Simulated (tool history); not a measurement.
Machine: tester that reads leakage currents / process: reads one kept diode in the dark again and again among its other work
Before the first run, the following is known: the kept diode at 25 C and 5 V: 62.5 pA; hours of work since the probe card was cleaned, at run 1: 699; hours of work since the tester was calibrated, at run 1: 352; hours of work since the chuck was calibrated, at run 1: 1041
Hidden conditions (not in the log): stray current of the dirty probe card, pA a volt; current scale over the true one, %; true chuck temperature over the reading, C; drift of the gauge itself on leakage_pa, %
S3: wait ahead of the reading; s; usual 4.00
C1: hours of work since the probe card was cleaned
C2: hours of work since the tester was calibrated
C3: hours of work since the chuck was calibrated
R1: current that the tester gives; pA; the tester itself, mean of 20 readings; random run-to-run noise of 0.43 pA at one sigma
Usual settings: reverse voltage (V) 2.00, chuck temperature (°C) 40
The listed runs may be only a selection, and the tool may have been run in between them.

Run 1, hour 0.0: usual settings; C1 699; C2 352; C3 1041. Result: R1 141.45 pA.
Run 2, hour 24.3: usual settings; C1 710; C2 364; C3 1052. Result: R1 141.22 pA.
Run 3, hour 53.2: usual settings; C1 724; C2 378; C3 1066. Result: R1 141.37 pA.
Run 4, hour 78.3: usual settings but chuck temperature (°C) 27; C1 736; C2 390; C3 1078. Result: R1 49.73 pA.
Run 5, hour 94.7: usual settings but chuck temperature (°C) 27; C1 744; C2 398; C3 1086. Result: R1 49.65 pA.
Run 6, hour 125.3: usual settings but chuck temperature (°C) 27; C1 759; C2 412; C3 1101. Result: R1 49.73 pA.
Run 7, hour 155.3: usual settings; C1 773; C2 427; C3 1115. Result: R1 141.23 pA.
Run 8, hour 182.5: usual settings; C1 786; C2 440; C3 1128. Result: R1 140.96 pA.
Run 9, hour 205.8: usual settings; C1 797; C2 451; C3 1139. Result: R1 141.59 pA.
Run 10, hour 234.1: usual settings; C1 811; C2 465; C3 1153. Result: R1 141.75 pA.
Run 11, hour 259.2: usual settings; C1 823; C2 477; C3 1165. Result: R1 141.12 pA.
Run 12, hour 286.3: usual settings but S3 0.74 s; C1 836; C2 490; C3 1178. Result: R1 141.18 pA.
Run 13, hour 302.2: usual settings but reverse voltage (V) 2.17; C1 843; C2 497; C3 1186. Result: R1 146.21 pA.
Run 14, hour 317.1: usual settings but reverse voltage (V) 2.17; C1 850; C2 504; C3 1193. Result: R1 146.34 pA.
Run 15, hour 344.6: usual settings; C1 864; C2 517; C3 1206. Result: R1 141.26 pA.
Run 16, hour 368.0: usual settings but reverse voltage (V) 7.68; C1 875; C2 529; C3 1217. Result: R1 253.59 pA.
Run 17, hour 388.4: usual settings but reverse voltage (V) 7.68; C1 885; C2 538; C3 1227. Result: R1 255.05 pA.

Run 18 has not been measured yet. What should we expect?
Run 18, hour 409.2: usual settings but reverse voltage (V) 3.25; C1 895; C2 548; C3 1237. Result: R1 ?.

Logged for run 18: R1 174.65 pA.
The same run, on a tool lacking any hidden state, would have yielded R1 174.47 pA.

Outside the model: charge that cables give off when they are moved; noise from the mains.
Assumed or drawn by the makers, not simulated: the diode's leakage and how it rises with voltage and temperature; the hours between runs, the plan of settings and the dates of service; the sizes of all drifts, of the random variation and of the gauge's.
